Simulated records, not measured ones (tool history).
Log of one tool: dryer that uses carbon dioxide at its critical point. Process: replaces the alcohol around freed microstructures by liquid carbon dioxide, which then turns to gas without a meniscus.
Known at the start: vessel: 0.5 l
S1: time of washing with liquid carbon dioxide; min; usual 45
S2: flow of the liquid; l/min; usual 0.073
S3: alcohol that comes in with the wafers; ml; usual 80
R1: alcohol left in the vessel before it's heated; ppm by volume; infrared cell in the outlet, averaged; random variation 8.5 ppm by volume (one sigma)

run	day	S1	S2	S3	R1
1	0	45	0.073	80	770
2	1.004	45	0.073	80	791
3	2.483	45	0.073	80	851
4	3.729	45	0.073	80	843
5	4.829	54	0.073	80	325
6	6.088	45	0.0528	80	4075
7	7.658	45	0.0528	80	4257
8	9.158	45	0.0528	80	4416
9	10.225	45	0.0528	80	4458
10	10.975	45	0.0528	80	4579
11	12.429	45	0.0454	80	8048
12	13.8	45	0.0454	80	8070
13	14.983	45	0.0454	80	8276
14	15.933	45	0.0531	80	4708
15	16.988	45	0.0531	80	5055
16	18.454	45	0.0531	80	5062
17	19.258	45	0.0531	80	5247
# day 20.054: inlet filter changed
18	21.058	45	0.0531	80	2608
19	22.208	45	0.0531	80	2718
20	23.692	45	0.0531	80	2805
21	25.05	45	0.0808	80	345
22	25.842	45	0.0808	80	372
23	27.529	45	0.0442	80	6142
24	29.121	45	0.0442	80	6381
25	30	45	0.089	39	161
26	31.325	45	0.089	39	161
27	33.121	55	0.0618	80	670
28	34.221	55	0.0618	80	711
29	35.962	64	0.0832	63	112
30	37.417	38	0.073	59	1438
31	38.8	52	0.073	80	439
32	40.179	33	0.088	80	1517
33	41.254	33	0.088	80	1573
34	42.108	51	0.0713	47	405
35	43.033	51	0.0713	47	411
36	44.183	37	0.073	80	2418
37	45.5	37	0.073	80	2514
38	46.642	37	0.073	80	2581
39	47.992	38	0.073	80	2447
40	49.738	38	0.073	80	2567
41	50.675	38	0.073	80	2612
42	51.679	38	0.073	76	2516
43	52.754	28	0.0807	78	5340
44	54.558	28	0.0807	78	5606
45	55.358	47	0.073	80	1172
# day 55.546: inlet filter changed
46	56.862	47	0.073	80	494

Hidden state or all else? Some run-to-run changes of R1, split into what the settings, what came in and random variation would give without the hidden state, and what is left for the hidden state (with any gauge scatter that isn't in both results):
The hidden state here: flow that reaches the vessel past the clogged filter, %; alcohol in the recycled carbon dioxide, ppm; drift of the gauge itself on alcohol_ppm, %.
Run 5 -> 6: S1 54 -> 45, S2 0.073 -> 0.0528. R1 +3750 ppm by volume: hidden state +1339, all else +2411.
Run 17 -> 18: inlet filter changed. R1 -2639 ppm by volume: hidden state -2581, all else -58.
Run 22 -> 23: S2 0.0808 -> 0.0442. R1 +5770 ppm by volume: hidden state +741, all else +5029.
Run 24 -> 25: S2 0.0442 -> 0.089, S3 80 -> 39. R1 -6220 ppm by volume: hidden state -935, all else -5285.
Run 44 -> 45: S1 28 -> 47, S2 0.0807 -> 0.073, S3 78 -> 80. R1 -4434 ppm by volume: hidden state -2094, all else -2340.

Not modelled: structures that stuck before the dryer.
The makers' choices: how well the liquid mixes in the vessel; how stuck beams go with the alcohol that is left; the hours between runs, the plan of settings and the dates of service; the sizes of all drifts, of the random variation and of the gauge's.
